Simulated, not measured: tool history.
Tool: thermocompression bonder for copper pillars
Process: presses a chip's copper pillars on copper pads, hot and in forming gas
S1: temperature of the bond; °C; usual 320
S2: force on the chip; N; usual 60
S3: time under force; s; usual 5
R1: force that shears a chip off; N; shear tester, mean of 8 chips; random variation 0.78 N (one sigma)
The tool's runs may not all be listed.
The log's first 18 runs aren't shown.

run,hour,S1,S2,S3,R1
19,198.5,320,60,5,59.2
20,205.4,320,60,8,71.4
21,215.5,323,39,3,41.4
22,223.1,305,80,10,73.9
23,233.1,316,45,5,48.9
# hour 243.6: forming gas filter changed
24,247.4,337,60,5,70.1
25,259.3,344,45,13,84.6
26,266.4,320,53,13,74.3
27,273.7,294,53,13,60.8
28,280.9,299,78,13,73.5
29,294.4,299,78,13,75.9
30,308.6,336,46,4,58
31,320.3,336,50,5,63.2
32,331.8,334,74,14,95.2
33,341.8,334,74,14,93.9
34,351.5,334,74,14,92
35,361.3,334,74,14,93.5
36,373.3,338,64,6,75.6
37,385.7,338,64,6,75.3
38,397.6,320,46,12,69.6
39,411.8,320,84,7,76.4

Forecast each of these 5 alternatives for the next run:
A,422.3,312,53,12,?
B,422.3,318,66,5,?
C,422.3,320,86,11,?
D,422.3,310,79,7,?
E,422.3,328,41,9,?

run,R1
A,69.1
B,61.9
C,85.8
D,69.5
E,65.6
Without the tool's hidden state the same runs would have given:
run,R1
A,69.2
B,62
C,86
D,69.7
E,65.8
